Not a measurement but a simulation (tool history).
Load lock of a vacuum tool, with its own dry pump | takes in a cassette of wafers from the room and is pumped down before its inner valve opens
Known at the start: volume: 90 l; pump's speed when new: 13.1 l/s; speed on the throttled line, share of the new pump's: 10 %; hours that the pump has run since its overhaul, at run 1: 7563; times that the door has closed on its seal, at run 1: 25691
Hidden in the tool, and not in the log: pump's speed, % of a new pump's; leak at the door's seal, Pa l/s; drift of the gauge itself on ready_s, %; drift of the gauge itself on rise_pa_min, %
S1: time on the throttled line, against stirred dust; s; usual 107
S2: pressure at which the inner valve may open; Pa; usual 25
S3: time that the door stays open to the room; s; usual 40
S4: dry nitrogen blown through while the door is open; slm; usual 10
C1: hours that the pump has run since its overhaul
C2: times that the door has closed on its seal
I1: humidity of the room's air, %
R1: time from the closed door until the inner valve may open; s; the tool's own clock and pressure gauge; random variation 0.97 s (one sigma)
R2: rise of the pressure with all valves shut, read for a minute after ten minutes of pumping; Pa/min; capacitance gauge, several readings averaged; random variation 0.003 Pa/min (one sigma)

Run 1, hour 0: usual settings; C1 7563; C2 25691; I1 42.3. Result: R1 160.9 s, R2 0.041 Pa/min.
Run 2, hour 75.6: usual settings; C1 7638; C2 26019; I1 47.1. Result: R1 161.5 s, R2 0.042 Pa/min.
Run 3, hour 238.6: usual settings but S2 31 Pa; C1 7801; C2 26726; I1 44.4. Result: R1 161.9 s, R2 0.043 Pa/min.
Run 4, hour 363.4: usual settings but S2 31 Pa; C1 7926; C2 27267; I1 46.1. Result: R1 160.8 s, R2 0.04 Pa/min.
Run 5, hour 456.2: usual settings but S2 31 Pa; C1 8019; C2 27670; I1 47.3. Result: R1 159 s, R2 0.044 Pa/min.
Run 6, hour 550.1: usual settings but S2 31 Pa; C1 8113; C2 28077; I1 44.5. Result: R1 159.1 s, R2 0.047 Pa/min.
Run 7, hour 670.2: usual settings; C1 8233; C2 28598; I1 42.9. Result: R1 162.8 s, R2 0.039 Pa/min.
Run 8, hour 794.9: usual settings but S1 116 s, S4 28 slm; C1 8358; C2 29139; I1 44.7. Result: R1 170.6 s, R2 0.037 Pa/min.
Run 9, hour 902.8: usual settings but S1 135 s, S2 43 Pa, S4 28 slm; C1 8466; C2 29607; I1 44.6. Result: R1 182.5 s, R2 0.037 Pa/min.
Run 10, hour 1027.8: usual settings but S1 135 s, S2 34 Pa, S3 42 s, S4 25 slm; C1 8591; C2 30149; I1 46.4. Result: R1 185.8 s, R2 0.042 Pa/min.
Run 11, hour 1104.9: usual settings but S1 135 s, S2 23 Pa, S3 78 s, S4 25 slm; C1 8668; C2 30483; I1 45.8. Result: R1 188 s, R2 0.043 Pa/min.
Run 12, hour 1209.9: usual settings but S1 135 s, S2 23 Pa, S3 78 s, S4 25 slm; C1 8773; C2 30938; I1 44.2. Result: R1 188.3 s, R2 0.039 Pa/min.
Run 13, hour 1363.6: usual settings but S3 31 s; C1 8926; C2 31605; I1 41.8. Result: R1 161 s, R2 0.045 Pa/min.
Run 14, hour 1506.8: usual settings but S1 156 s, S2 29 Pa; C1 9070; C2 32226; I1 42.4. Result: R1 203.7 s, R2 0.057 Pa/min.

Forecast each of these 3 alternatives for the next run:
Run A, hour 1581.9: usual settings but S1 96 s; C1 9145; C2 32552; I1 47.8. Result: R1 ?, R2 ?.
Run B, hour 1581.9: usual settings but S1 156 s, S2 29 Pa, S3 237 s; C1 9145; C2 32552; I1 46.4. Result: R1 ?, R2 ?.
Run C, hour 1581.9: usual settings but S1 200 s, S3 65 s, S4 5 slm; C1 9145; C2 32552; I1 46.1. Result: R1 ?, R2 ?.

run     R1     R2
  A  152.6  0.048
  B  205.6  0.067
  C  246.4  0.053
Without the tool's hidden state the same runs would have given:
run     R1     R2
  A    143  0.016
  B  197.3  0.034
  C  238.7  0.021

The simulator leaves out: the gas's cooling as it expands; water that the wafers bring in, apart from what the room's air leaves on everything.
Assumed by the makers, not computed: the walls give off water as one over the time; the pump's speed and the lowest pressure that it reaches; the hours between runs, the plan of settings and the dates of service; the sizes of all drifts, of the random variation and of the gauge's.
